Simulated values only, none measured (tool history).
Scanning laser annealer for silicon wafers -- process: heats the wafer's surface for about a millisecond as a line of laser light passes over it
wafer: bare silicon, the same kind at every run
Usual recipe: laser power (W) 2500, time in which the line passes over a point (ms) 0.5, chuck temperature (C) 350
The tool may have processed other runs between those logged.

| run | hour | laser power (W) | time in which the line passes over a point (ms) | chuck temperature (C) | highest temperature of the surface (C) |
|---|---|---|---|---|---|
| 1 | 0 | 2500 | 0.5 | 350 | 1065 |
| 2 | 9.4 | 2500 | 0.5 | 350 | 1066 |
| 3 | 16.5 | 2500 | 0.5 | 350 | 1066 |
| 4 | 25.2 | 2500 | 0.5 | 350 | 1066 |
| 5 | 36.9 | 2500 | 0.5 | 350 | 1069 |
| 6 | 44.2 | 2500 | 0.393 | 350 | 991 |
| 7 | 52.9 | 2500 | 0.393 | 350 | 995 |
|  | 56.9 | laser's power meter calibrated |
| 8 | 67.3 | 2500 | 0.393 | 350 | 993 |
| 9 | 75.2 | 2500 | 0.393 | 350 | 992 |
|  | 89.6 | optics aligned, line set to its width |
|  | 93.3 | laser's power meter calibrated, once more |
| 10 | 95 | 2500 | 0.5 | 377 | 1102 |
| 11 | 105.2 | 2500 | 0.5 | 377 | 1102 |
| 12 | 113.2 | 2500 | 0.5 | 377 | 1102 |
| 13 | 125.6 | 2246 | 0.545 | 367 | 1031 |
| 14 | 133.2 | 2402 | 0.386 | 326 | 943 |
| 15 | 139.1 | 2402 | 0.386 | 326 | 942 |
| 16 | 149.5 | 2402 | 0.386 | 326 | 939 |
| 17 | 159.8 | 2241 | 0.553 | 332 | 996 |
| 18 | 170.4 | 2569 | 0.506 | 350 | 1102 |
| 19 | 180.9 | 2590 | 0.506 | 361 | 1122 |
| 20 | 193.2 | 2590 | 0.506 | 361 | 1120 |
| 21 | 203 | 2590 | 0.514 | 361 | 1126 |

Hidden state or all else? Some run-to-run changes of highest temperature of the surface (C), split into what the settings, what came in and random variation would give without the hidden state, and what is left for the hidden state (with any gauge scatter that isn't in both results):
The tool's hidden condition here consists of: light that passes the window, % of a clean one's; laser's true power over the reading, %; width of the line over the set one, %; drift of the gauge itself on peak_c, C.
Run 5 -> 6: time in which the line passes over a point (ms) 0.5 -> 0.393. highest temperature of the surface (C) -78: hidden state +3, all else -81.
Run 9 -> 10: time in which the line passes over a point (ms) 0.393 -> 0.5, chuck temperature (C) 350 -> 377, optics aligned, line set to its width, laser's power meter calibrated, once more. highest temperature of the surface (C) +110: hidden state +8, all else +102.
Run 17 -> 18: laser power (W) 2241 -> 2569, time in which the line passes over a point (ms) 0.553 -> 0.506, chuck temperature (C) 332 -> 350. highest temperature of the surface (C) +106: hidden state -2, all else +108.
